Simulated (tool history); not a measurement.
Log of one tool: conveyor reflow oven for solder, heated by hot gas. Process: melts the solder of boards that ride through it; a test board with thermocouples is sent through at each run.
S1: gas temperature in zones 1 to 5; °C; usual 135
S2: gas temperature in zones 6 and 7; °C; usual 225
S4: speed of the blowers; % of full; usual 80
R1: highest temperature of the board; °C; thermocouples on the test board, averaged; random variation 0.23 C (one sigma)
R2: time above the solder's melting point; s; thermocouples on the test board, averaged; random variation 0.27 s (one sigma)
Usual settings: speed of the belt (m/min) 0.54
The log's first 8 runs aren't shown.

{"run": 9, "hour": 456.2, "S1": 135, "S2": 220, "speed of the belt (m/min)": 0.54, "S4": 80, "R1": 209.1, "R2": 61}
{"run": 10, "hour": 527.5, "S1": 135, "S2": 220, "speed of the belt (m/min)": 0.54, "S4": 80, "R1": 209, "R2": 60.9}
{"run": 11, "hour": 577.0, "S1": 135, "S2": 220, "speed of the belt (m/min)": 0.54, "S4": 80, "R1": 208.8, "R2": 60.7}
{"hour": 589.1, "done": "belt drive overhauled, speed set with a stopwatch"}
{"run": 12, "hour": 620.1, "S1": 135, "S2": 225, "speed of the belt (m/min)": 0.616, "S4": 80, "R1": 209.5, "R2": 50.8}
{"run": 13, "hour": 666.4, "S1": 135, "S2": 220, "speed of the belt (m/min)": 0.54, "S4": 80, "R1": 208.2, "R2": 58.6}
{"run": 14, "hour": 705.8, "S1": 135, "S2": 220, "speed of the belt (m/min)": 0.54, "S4": 80, "R1": 208.1, "R2": 58.1}
{"run": 15, "hour": 765.6, "S1": 125, "S2": 225, "speed of the belt (m/min)": 0.54, "S4": 80, "R1": 210.9, "R2": 57.5}
{"run": 16, "hour": 820.3, "S1": 124, "S2": 220, "speed of the belt (m/min)": 0.644, "S4": 80, "R1": 201.4, "R2": 35.5}
{"run": 17, "hour": 867.8, "S1": 137, "S2": 220, "speed of the belt (m/min)": 0.462, "S4": 80, "R1": 211.5, "R2": 75.2}
{"run": 18, "hour": 932.3, "S1": 137, "S2": 231, "speed of the belt (m/min)": 0.501, "S4": 80, "R1": 219, "R2": 75.7}
{"run": 19, "hour": 966.8, "S1": 137, "S2": 231, "speed of the belt (m/min)": 0.501, "S4": 80, "R1": 219.6, "R2": 75.6}
{"hour": 991.7, "done": "flux residue cleaned out of gas plates and filters"}
{"run": 20, "hour": 1018.1, "S1": 120, "S2": 229, "speed of the belt (m/min)": 0.501, "S4": 80, "R1": 217.3, "R2": 68.6}
{"hour": 1043.9, "done": "thermocouples of zones 6 and 7 changed"}
{"run": 21, "hour": 1095.0, "S1": 120, "S2": 229, "speed of the belt (m/min)": 0.501, "S4": 80, "R1": 219.3, "R2": 70.1}
{"run": 22, "hour": 1155.0, "S1": 135, "S2": 225, "speed of the belt (m/min)": 0.54, "S4": 82, "R1": 215.3, "R2": 66.7}
{"run": 23, "hour": 1211.9, "S1": 122, "S2": 229, "speed of the belt (m/min)": 0.436, "S4": 82, "R1": 222.1, "R2": 85.6}
{"run": 24, "hour": 1279.4, "S1": 135, "S2": 218, "speed of the belt (m/min)": 0.432, "S4": 77, "R1": 211.7, "R2": 82.6}
{"run": 25, "hour": 1323.1, "S1": 135, "S2": 234, "speed of the belt (m/min)": 0.494, "S4": 80, "R1": 224.9, "R2": 80.5}
{"run": 26, "hour": 1390.5, "S1": 135, "S2": 234, "speed of the belt (m/min)": 0.494, "S4": 80, "R1": 224.8, "R2": 80.4}
{"run": 27, "hour": 1439.9, "S1": 135, "S2": 234, "speed of the belt (m/min)": 0.494, "S4": 80, "R1": 224.3, "R2": 80.6}
{"run": 28, "hour": 1476.6, "S1": 135, "S2": 234, "speed of the belt (m/min)": 0.494, "S4": 80, "R1": 224.6, "R2": 80.6}
{"run": 29, "hour": 1522.3, "S1": 135, "S2": 234, "speed of the belt (m/min)": 0.494, "S4": 80, "R1": 224.1, "R2": 80.1}
{"run": 30, "hour": 1581.1, "S1": 135, "S2": 219, "speed of the belt (m/min)": 0.493, "S4": 80, "R1": 210, "R2": 68.6}

Forecast each of these 3 alternatives for the next run:
{"run": "A", "hour": 1621.2, "S1": 135, "S2": 225, "speed of the belt (m/min)": 0.562, "S4": 80, "R1": "?", "R2": "?"}
{"run": "B", "hour": 1621.2, "S1": 135, "S2": 234, "speed of the belt (m/min)": 0.54, "S4": 80, "R1": "?", "R2": "?"}
{"run": "C", "hour": 1621.2, "S1": 135, "S2": 225, "speed of the belt (m/min)": 0.54, "S4": 58, "R1": "?", "R2": "?"}

run=A R1=212.3 R2=60.2
run=B R1=222.3 R2=71
run=C R1=208.2 R2=56.9
Without the tool's hidden state the same runs would have given:
run=A R1=213.9 R2=61.6
run=B R1=223.9 R2=71.9
run=C R1=209.6 R2=58.4
